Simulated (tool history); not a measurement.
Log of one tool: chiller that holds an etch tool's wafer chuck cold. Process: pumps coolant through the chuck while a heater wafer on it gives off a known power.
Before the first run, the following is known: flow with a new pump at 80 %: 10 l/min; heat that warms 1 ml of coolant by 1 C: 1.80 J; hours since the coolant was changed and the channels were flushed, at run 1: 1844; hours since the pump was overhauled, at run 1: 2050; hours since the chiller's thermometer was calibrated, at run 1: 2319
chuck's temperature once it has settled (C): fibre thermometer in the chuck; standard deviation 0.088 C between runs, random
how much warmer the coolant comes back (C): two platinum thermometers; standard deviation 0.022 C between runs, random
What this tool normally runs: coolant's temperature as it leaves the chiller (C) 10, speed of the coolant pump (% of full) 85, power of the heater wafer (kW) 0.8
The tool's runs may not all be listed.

| run | hour | coolant's temperature as it leaves the chiller (C) | speed of the coolant pump (% of full) | power of the heater wafer (kW) | hours since the coolant was changed and the channels were flushed | hours since the pump was overhauled | hours since the chiller's thermometer was calibrated | chuck's temperature once it has settled (C) | how much warmer the coolant comes back (C) |
|---|---|---|---|---|---|---|---|---|---|
| 1 | 0 | 10 | 85 | 0.8 | 1844 | 2050 | 2319 | 15.72 | 2.49 |
| 2 | 161.1 | 10 | 85 | 0.8 | 2005 | 2211 | 2480 | 15.63 | 2.51 |
| 3 | 356 | 10 | 85 | 0.8 | 2200 | 2406 | 2675 | 15.79 | 2.49 |
| 4 | 531.8 | 10 | 85 | 0.8 | 2376 | 2582 | 2851 | 15.84 | 2.51 |
| 5 | 623.8 | 10 | 85 | 0.672 | 2468 | 2674 | 2943 | 15 | 2.1 |
| 6 | 716.1 | 10 | 85 | 0.672 | 2560 | 2766 | 3035 | 14.84 | 2.09 |
|  | 895.1 | chiller's thermometer calibrated |
| 7 | 906.2 | 10 | 85 | 0.8 | 2749 | 2955 | 11 | 15.84 | 2.49 |
| 8 | 988.8 | 12 | 85 | 0.8 | 2832 | 3038 | 94 | 17.81 | 2.48 |
| 9 | 1152.5 | 12 | 85 | 0.8 | 2995 | 3201 | 257 | 17.9 | 2.5 |
| 10 | 1316.1 | 12 | 85 | 0.8 | 3159 | 3365 | 421 | 17.69 | 2.49 |
| 11 | 1400.8 | 12 | 85 | 0.8 | 3244 | 3450 | 506 | 17.88 | 2.51 |
| 12 | 1544.6 | 12 | 85 | 0.8 | 3387 | 3593 | 650 | 17.92 | 2.48 |
| 13 | 1649.4 | 12 | 64 | 0.8 | 3492 | 3698 | 754 | 19.89 | 3.42 |
| 14 | 1738.3 | 12 | 64 | 0.8 | 3581 | 3787 | 843 | 19.89 | 3.44 |
| 15 | 1891 | 12 | 64 | 1.097 | 3734 | 3940 | 996 | 22.55 | 4.66 |
| 16 | 2085.4 | 10 | 85 | 0.8 | 3928 | 4134 | 1190 | 15.73 | 2.47 |
| 17 | 2241.8 | 6 | 62 | 0.935 | 4085 | 4291 | 1347 | 15.52 | 4.14 |
| 18 | 2431.8 | 10 | 84 | 0.703 | 4275 | 4481 | 1537 | 15.28 | 2.24 |
| 19 | 2517.3 | 14 | 64 | 0.574 | 4360 | 4566 | 1622 | 19.62 | 2.46 |
| 20 | 2694 | 14 | 64 | 0.574 | 4537 | 4743 | 1799 | 19.48 | 2.46 |
| 21 | 2839.1 | 10 | 96 | 0.651 | 4682 | 4888 | 1944 | 14.13 | 1.81 |
| 22 | 2968.9 | 10 | 96 | 0.651 | 4812 | 5018 | 2074 | 14.33 | 1.75 |
| 23 | 3141 | 10 | 78 | 0.8 | 4984 | 5190 | 2246 | 16.47 | 2.77 |
| 24 | 3291.7 | 12 | 85 | 0.498 | 5135 | 5341 | 2397 | 15.55 | 1.59 |
| 25 | 3412.5 | 12 | 85 | 0.498 | 5255 | 5461 | 2517 | 15.65 | 1.53 |
| 26 | 3575.8 | 14 | 60 | 0.8 | 5419 | 5625 | 2681 | 22.35 | 3.68 |
| 27 | 3661.1 | 14 | 60 | 0.8 | 5504 | 5710 | 2766 | 22.31 | 3.69 |
| 28 | 3774.6 | 14 | 60 | 0.8 | 5617 | 5823 | 2880 | 22.35 | 3.72 |
| 29 | 3938.7 | 10 | 81 | 1.097 | 5782 | 5988 | 3044 | 18.39 | 3.63 |
| 30 | 4103.1 | 9 | 69 | 0.775 | 5946 | 6152 | 3208 | 15.94 | 3.06 |
|  | 4117.3 | chiller's thermometer calibrated |
| 31 | 4279.4 | 9 | 69 | 0.775 | 6121 | 6327 | 162 | 15.98 | 3.09 |

3 options for the next run, each taken on its own from the tool as it stands now. Forecast them:
|  | 4443.5 | coolant pump overhauled |
| A | 4443.5 | 9 | 96 | 0.775 | 6280 | 0 | 321 | ? | ? |
|  | 4443.5 | coolant pump overhauled |
| B | 4443.5 | 10 | 85 | 0.526 | 6280 | 0 | 321 | ? | ? |
|  | 4443.5 | coolant pump overhauled |
| C | 4443.5 | 10 | 85 | 0.47 | 6280 | 0 | 321 | ? | ? |

| run | chuck's temperature once it has settled (C) | how much warmer the coolant comes back (C) |
|---|---|---|
| A | 13.94 | 2.12 |
| B | 13.87 | 1.62 |
| C | 13.46 | 1.48 |
Take away the tool's hidden state, keep each run's random variation, and the runs would have read:
| run | chuck's temperature once it has settled (C) | how much warmer the coolant comes back (C) |
|---|---|---|
| A | 13.92 | 2.12 |
| B | 13.86 | 1.62 |
| C | 13.46 | 1.48 |

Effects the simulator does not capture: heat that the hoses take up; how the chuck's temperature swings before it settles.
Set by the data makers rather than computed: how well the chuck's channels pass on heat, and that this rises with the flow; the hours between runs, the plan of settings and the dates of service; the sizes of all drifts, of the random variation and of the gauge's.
